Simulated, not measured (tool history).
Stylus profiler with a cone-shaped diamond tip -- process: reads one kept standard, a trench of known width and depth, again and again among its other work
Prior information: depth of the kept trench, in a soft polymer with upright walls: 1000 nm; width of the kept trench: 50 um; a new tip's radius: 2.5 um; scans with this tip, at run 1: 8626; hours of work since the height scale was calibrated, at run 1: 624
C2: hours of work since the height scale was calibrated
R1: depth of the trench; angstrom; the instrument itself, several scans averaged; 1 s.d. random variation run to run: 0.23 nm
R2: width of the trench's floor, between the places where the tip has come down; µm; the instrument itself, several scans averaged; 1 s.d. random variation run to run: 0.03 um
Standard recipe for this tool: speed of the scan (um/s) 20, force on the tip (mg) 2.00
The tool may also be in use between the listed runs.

run 1 hour=0.0 | speed_of_the_scan_(um/s)=20 force_on_the_tip_(mg)=2.00 | scans_with_this_tip=8626 C2=624 | R1=10115.3 R2=44.25
run 2 hour=20.8 | speed_of_the_scan_(um/s)=20 force_on_the_tip_(mg)=2.00 | scans_with_this_tip=8795 C2=636 | R1=10116.0 R2=44.21
run 3 hour=56.4 | speed_of_the_scan_(um/s)=20 force_on_the_tip_(mg)=2.00 | scans_with_this_tip=9083 C2=657 | R1=10116.1 R2=44.25
run 4 hour=86.7 | speed_of_the_scan_(um/s)=20 force_on_the_tip_(mg)=2.00 | scans_with_this_tip=9329 C2=675 | R1=10119.3 R2=44.21
run 5 hour=111.6 | speed_of_the_scan_(um/s)=20 force_on_the_tip_(mg)=2.00 | scans_with_this_tip=9531 C2=690 | R1=10124.3 R2=44.09
run 6 hour=149.2 | speed_of_the_scan_(um/s)=20 force_on_the_tip_(mg)=2.00 | scans_with_this_tip=9836 C2=712 | R1=10119.7 R2=44.04
run 7 hour=172.4 | speed_of_the_scan_(um/s)=20 force_on_the_tip_(mg)=2.00 | scans_with_this_tip=10024 C2=725 | R1=10121.6 R2=44.11
run 8 hour=193.2 | speed_of_the_scan_(um/s)=20 force_on_the_tip_(mg)=2.00 | scans_with_this_tip=10193 C2=738 | R1=10118.2 R2=44.01
run 9 hour=226.1 | speed_of_the_scan_(um/s)=20 force_on_the_tip_(mg)=2.00 | scans_with_this_tip=10460 C2=757 | R1=10119.6 R2=43.97
run 10 hour=257.2 | speed_of_the_scan_(um/s)=20 force_on_the_tip_(mg)=2.00 | scans_with_this_tip=10711 C2=775 | R1=10122.6 R2=43.94
run 11 hour=296.1 | speed_of_the_scan_(um/s)=20 force_on_the_tip_(mg)=2.00 | scans_with_this_tip=11027 C2=798 | R1=10123.7 R2=43.92
run 12 hour=338.5 | speed_of_the_scan_(um/s)=20 force_on_the_tip_(mg)=2.00 | scans_with_this_tip=11370 C2=823 | R1=10128.7 R2=43.81
run 13 hour=370.6 | speed_of_the_scan_(um/s)=20 force_on_the_tip_(mg)=2.00 | scans_with_this_tip=11630 C2=842 | R1=10127.6 R2=43.84
run 14 hour=394.7 | speed_of_the_scan_(um/s)=12 force_on_the_tip_(mg)=2.08 | scans_with_this_tip=11826 C2=856 | R1=10128.5 R2=43.74
run 15 hour=434.5 | speed_of_the_scan_(um/s)=18 force_on_the_tip_(mg)=1.88 | scans_with_this_tip=12149 C2=879 | R1=10125.8 R2=43.71
run 16 hour=467.7 | speed_of_the_scan_(um/s)=20 force_on_the_tip_(mg)=0.76 | scans_with_this_tip=12418 C2=899 | R1=10090.9 R2=43.61
run 17 hour=490.9 | speed_of_the_scan_(um/s)=20 force_on_the_tip_(mg)=0.96 | scans_with_this_tip=12606 C2=912 | R1=10097.5 R2=43.61
run 18 hour=542.3 | speed_of_the_scan_(um/s)=17 force_on_the_tip_(mg)=0.96 | scans_with_this_tip=13023 C2=942 | R1=10099.2 R2=43.51
run 19 hour=581.1 | speed_of_the_scan_(um/s)=20 force_on_the_tip_(mg)=2.36 | scans_with_this_tip=13337 C2=965 | R1=10143.7 R2=43.49
run 20 hour=628.5 | speed_of_the_scan_(um/s)=31 force_on_the_tip_(mg)=2.11 | scans_with_this_tip=13721 C2=993 | R1=10134.7 R2=43.35
run 21 hour=679.0 | speed_of_the_scan_(um/s)=31 force_on_the_tip_(mg)=2.11 | scans_with_this_tip=14131 C2=1023 | R1=10134.1 R2=43.30
run 22 hour=704.6 | speed_of_the_scan_(um/s)=31 force_on_the_tip_(mg)=2.11 | scans_with_this_tip=14339 C2=1038 | R1=10139.5 R2=43.30
run 23 hour=754.2 | speed_of_the_scan_(um/s)=14 force_on_the_tip_(mg)=2.11 | scans_with_this_tip=14741 C2=1067 | R1=10135.5 R2=43.30
run 24 hour=805.8 | speed_of_the_scan_(um/s)=18 force_on_the_tip_(mg)=1.36 | scans_with_this_tip=15159 C2=1097 | R1=10120.2 R2=43.21
run 25 hour=855.7 | speed_of_the_scan_(um/s)=6 force_on_the_tip_(mg)=2.00 | scans_with_this_tip=15564 C2=1126 | R1=10136.2 R2=43.22
run 26 hour=877.8 | speed_of_the_scan_(um/s)=20 force_on_the_tip_(mg)=1.23 | scans_with_this_tip=15742 C2=1139 | R1=10115.0 R2=43.16

Here are 4 independent what-if runs from the current tool condition. What would each one return?
run A hour=917.7 | speed_of_the_scan_(um/s)=9 force_on_the_tip_(mg)=0.75 | scans_with_this_tip=16066 C2=1163 | R1=? R2=?
run B hour=917.7 | speed_of_the_scan_(um/s)=10 force_on_the_tip_(mg)=1.23 | scans_with_this_tip=16066 C2=1163 | R1=? R2=?
run C hour=917.7 | speed_of_the_scan_(um/s)=64 force_on_the_tip_(mg)=4.63 | scans_with_this_tip=16066 C2=1163 | R1=? R2=?
run D hour=917.7 | speed_of_the_scan_(um/s)=11 force_on_the_tip_(mg)=1.11 | scans_with_this_tip=16066 C2=1163 | R1=? R2=?

run=A R1=10099.1 R2=43.10
run=B R1=10113.7 R2=43.07
run=C R1=10200.8 R2=43.02
run=D R1=10116.1 R2=43.09
With the hidden condition removed and each run's random variation left untouched, the same runs would have given:
run=A R1=10042.2 R2=45.95
run=B R1=10056.7 R2=45.92
run=C R1=10143.3 R2=45.87
run=D R1=10059.1 R2=45.94
